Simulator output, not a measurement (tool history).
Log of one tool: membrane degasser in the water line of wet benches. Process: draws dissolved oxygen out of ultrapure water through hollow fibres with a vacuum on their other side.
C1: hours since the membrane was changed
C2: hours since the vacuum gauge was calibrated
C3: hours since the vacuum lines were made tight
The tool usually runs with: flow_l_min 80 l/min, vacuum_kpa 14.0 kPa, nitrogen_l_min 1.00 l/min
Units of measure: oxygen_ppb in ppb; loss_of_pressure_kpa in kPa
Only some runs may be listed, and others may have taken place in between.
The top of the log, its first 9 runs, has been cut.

run 10 day=65.650 | flow_l_min=50 vacuum_kpa=14.0 nitrogen_l_min=1.00 | C1=4746 C2=3210 C3=2307 | oxygen_ppb=988.1 loss_of_pressure_kpa=26.21
run 11 day=73.579 | flow_l_min=50 vacuum_kpa=14.0 nitrogen_l_min=1.00 | C1=4937 C2=3401 C3=2497 | oxygen_ppb=984.9 loss_of_pressure_kpa=26.45
run 12 day=79.000 | flow_l_min=80 vacuum_kpa=19.2 nitrogen_l_min=1.00 | C1=5067 C2=3531 C3=2627 | oxygen_ppb=1899.4 loss_of_pressure_kpa=42.44
run 13 day=88.750 | flow_l_min=80 vacuum_kpa=19.2 nitrogen_l_min=1.00 | C1=5301 C2=3765 C3=2861 | oxygen_ppb=1896.5 loss_of_pressure_kpa=42.81
run 14 day=97.321 | flow_l_min=85 vacuum_kpa=19.2 nitrogen_l_min=1.00 | C1=5506 C2=3970 C3=3067 | oxygen_ppb=1962.7 loss_of_pressure_kpa=45.23
run 15 day=106.242 | flow_l_min=85 vacuum_kpa=19.2 nitrogen_l_min=0.67 | C1=5720 C2=4185 C3=3281 | oxygen_ppb=2428.5 loss_of_pressure_kpa=45.16
run 16 day=115.771 | flow_l_min=85 vacuum_kpa=19.2 nitrogen_l_min=0.67 | C1=5949 C2=4413 C3=3509 | oxygen_ppb=2424.9 loss_of_pressure_kpa=45.19
run 17 day=121.929 | flow_l_min=80 vacuum_kpa=19.2 nitrogen_l_min=0.67 | C1=6097 C2=4561 C3=3657 | oxygen_ppb=2340.0 loss_of_pressure_kpa=42.52
run 18 day=130.088 | flow_l_min=80 vacuum_kpa=11.5 nitrogen_l_min=0.94 | C1=6293 C2=4757 C3=3853 | oxygen_ppb=1169.2 loss_of_pressure_kpa=42.60
run 19 day=138.225 | flow_l_min=80 vacuum_kpa=11.5 nitrogen_l_min=0.94 | C1=6488 C2=4952 C3=4048 | oxygen_ppb=1181.1 loss_of_pressure_kpa=42.46
run 20 day=145.162 | flow_l_min=95 vacuum_kpa=10.5 nitrogen_l_min=1.00 | C1=6655 C2=5119 C3=4215 | oxygen_ppb=1177.9 loss_of_pressure_kpa=50.78
run 21 day=153.400 | flow_l_min=95 vacuum_kpa=20.5 nitrogen_l_min=1.62 | C1=6852 C2=5316 C3=4413 | oxygen_ppb=1724.0 loss_of_pressure_kpa=50.68
-- day=159.429 vacuum gauge calibrated
run 22 day=162.338 | flow_l_min=66 vacuum_kpa=14.0 nitrogen_l_min=1.55 | C1=7066 C2=70 C3=4627 | oxygen_ppb=918.2 loss_of_pressure_kpa=35.19
run 23 day=173.246 | flow_l_min=66 vacuum_kpa=14.0 nitrogen_l_min=1.55 | C1=7328 C2=332 C3=4888 | oxygen_ppb=922.3 loss_of_pressure_kpa=35.13
run 24 day=181.067 | flow_l_min=72 vacuum_kpa=14.0 nitrogen_l_min=0.84 | C1=7516 C2=519 C3=5076 | oxygen_ppb=1431.4 loss_of_pressure_kpa=38.08
run 25 day=190.546 | flow_l_min=72 vacuum_kpa=14.0 nitrogen_l_min=0.84 | C1=7743 C2=747 C3=5304 | oxygen_ppb=1428.3 loss_of_pressure_kpa=38.03
run 26 day=198.596 | flow_l_min=72 vacuum_kpa=14.0 nitrogen_l_min=0.84 | C1=7936 C2=940 C3=5497 | oxygen_ppb=1440.3 loss_of_pressure_kpa=38.41
-- day=205.846 seals of the vacuum lines changed
run 27 day=206.712 | flow_l_min=73 vacuum_kpa=23.4 nitrogen_l_min=1.84 | C1=8129 C2=1133 C3=21 | oxygen_ppb=1490.1 loss_of_pressure_kpa=39.03
run 28 day=213.242 | flow_l_min=80 vacuum_kpa=14.9 nitrogen_l_min=1.23 | C1=8286 C2=1290 C3=178 | oxygen_ppb=1325.5 loss_of_pressure_kpa=42.62

Run 29 has not been measured yet. What should we expect?
run 29 day=221.358 | flow_l_min=117 vacuum_kpa=21.6 nitrogen_l_min=1.23 | C1=8481 C2=1484 C3=372 | oxygen_ppb=? loss_of_pressure_kpa=?

oxygen_ppb: 2407.7 ppb
loss_of_pressure_kpa: 62.40 kPa
With no hidden state in the tool, this same run would have given oxygen_ppb 2406.9 ppb, loss_of_pressure_kpa 62.34 kPa.
